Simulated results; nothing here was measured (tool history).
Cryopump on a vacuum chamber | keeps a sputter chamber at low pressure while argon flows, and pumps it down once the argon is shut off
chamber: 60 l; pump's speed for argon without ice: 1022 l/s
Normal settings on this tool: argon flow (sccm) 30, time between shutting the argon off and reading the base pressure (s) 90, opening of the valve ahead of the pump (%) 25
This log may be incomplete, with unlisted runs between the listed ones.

| run | day | argon flow (sccm) | time between shutting the argon off and reading the base pressure (s) | opening of the valve ahead of the pump (%) | pressure while argon flows (Pa) | pressure after the wait (uPa) |
|---|---|---|---|---|---|---|
| 1 | 0 | 30 | 90 | 25 | 0.1992 | 2.19 |
| 2 | 1.329 | 30 | 90 | 25 | 0.2031 | 2.34 |
| 3 | 2.704 | 30 | 90 | 25 | 0.2039 | 2.39 |
| 4 | 4.829 | 30 | 90 | 25 | 0.2034 | 2.55 |
| 5 | 7.025 | 24 | 90 | 25 | 0.1658 | 2.74 |
| 6 | 8.575 | 30 | 90 | 25 | 0.2097 | 2.81 |
| 7 | 10.329 | 30 | 90 | 25 | 0.2104 | 3.01 |
| 8 | 13.175 | 25 | 80 | 20 | 0.2187 | 3.44 |
| 9 | 15.338 | 54 | 255 | 20 | 0.4741 | 2.83 |
| 10 | 17.862 | 30 | 266 | 40 | 0.1429 | 3.11 |
|  | 20.471 | pump warmed up, emptied and cooled again |
| 11 | 20.808 | 33 | 266 | 25 | 0.2202 | 2.43 |
| 12 | 23.746 | 33 | 116 | 25 | 0.222 | 3.21 |

Each row is a separate what-if for the run after 12, all from the same tool condition, not one after another. Results?
| A | 26.804 | 33 | 84 | 25 | ? | ? |
| B | 26.804 | 33 | 171 | 28 | ? | ? |
| C | 26.804 | 25 | 116 | 58 | ? | ? |
| D | 26.804 | 26 | 32 | 47 | ? | ? |
| E | 26.804 | 22 | 106 | 25 | ? | ? |

| run | pressure while argon flows (Pa) | pressure after the wait (uPa) |
|---|---|---|
| A | 0.2263 | 3.83 |
| B | 0.1997 | 3.18 |
| C | 0.0755 | 3.47 |
| D | 0.096 | 5.48 |
| E | 0.1485 | 3.58 |
What these runs would have given with no unlogged condition in the tool:
| run | pressure while argon flows (Pa) | pressure after the wait (uPa) |
|---|---|---|
| A | 0.2206 | 1.43 |
| B | 0.194 | 0.83 |
| C | 0.0711 | 1.11 |
| D | 0.0915 | 3.17 |
| E | 0.1447 | 1.2 |
